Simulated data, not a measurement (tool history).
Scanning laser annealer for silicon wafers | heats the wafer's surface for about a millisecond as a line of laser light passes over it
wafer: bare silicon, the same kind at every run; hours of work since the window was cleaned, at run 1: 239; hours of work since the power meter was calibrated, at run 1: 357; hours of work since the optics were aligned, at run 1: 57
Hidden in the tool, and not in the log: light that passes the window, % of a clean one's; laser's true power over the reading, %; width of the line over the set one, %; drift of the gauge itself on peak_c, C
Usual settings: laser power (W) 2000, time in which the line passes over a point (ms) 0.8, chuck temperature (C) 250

run	hour	laser power (W)	time in which the line passes over a point (ms)	chuck temperature (C)	hours of work since the window was cleaned	hours of work since the power meter was calibrated	hours of work since the optics were aligned	highest temperature of the surface (C)
1	0	2000	0.8	250	239	357	57	944
2	56.1	2000	0.8	250	268	386	87	943
3	110.2	2000	0.8	250	297	415	116	938
4	145.6	2000	0.8	250	316	434	135	933
# hour 195.9: window over the wafer cleaned
5	206.5	2000	0.8	250	6	465	166	967
6	262.3	2000	0.8	250	35	495	196	962
7	300.6	2000	0.8	250	56	515	216	961
8	344.6	2000	0.8	250	79	539	239	956
9	400	2000	0.8	250	108	568	269	953
10	433.2	2000	0.8	250	126	586	286	949
11	490.4	2000	0.8	250	156	616	317	946
12	532	2000	0.8	250	178	638	339	943
13	559.8	1766	0.8	250	193	653	354	835
14	590.5	1979	0.8	250	210	669	370	929
15	647.1	1979	0.8	250	240	699	400	922
16	705.5	2000	0.8	252	271	730	431	936
17	733.3	2000	0.8	236	285	745	446	914
18	771.6	2000	0.8	236	306	765	466	912
19	829.8	2000	0.8	236	337	796	497	909
# hour 841.3: window over the wafer cleaned
20	867.6	2000	0.8	236	14	815	516	939
# hour 878.3: optics aligned, line set to its width
21	919.1	2000	0.8	236	39	840	22	936
22	985.1	2170	0.844	248	74	875	57	1042
23	1036.5	1829	0.989	279	101	902	84	962
24	1079.2	1829	0.989	279	124	925	107	959
25	1145.5	2000	0.943	230	159	960	142	970
# hour 1167.5: optics aligned, line set to its width, once more
26	1196.4	1924	0.75	230	183	985	15	877
27	1260.3	1988	0.75	235	217	1018	49	907
28	1293.3	2000	0.719	262	235	1036	67	923
29	1328.1	2191	0.936	228	253	1054	85	1077

Forecast run 30:
30	1364.7	2180	0.8	228	273	1074	105	?

{"run 30": {"highest temperature of the surface (C)": 1007}}
Without the tool's hidden state the same run would have given highest temperature of the surface (C) 1040.
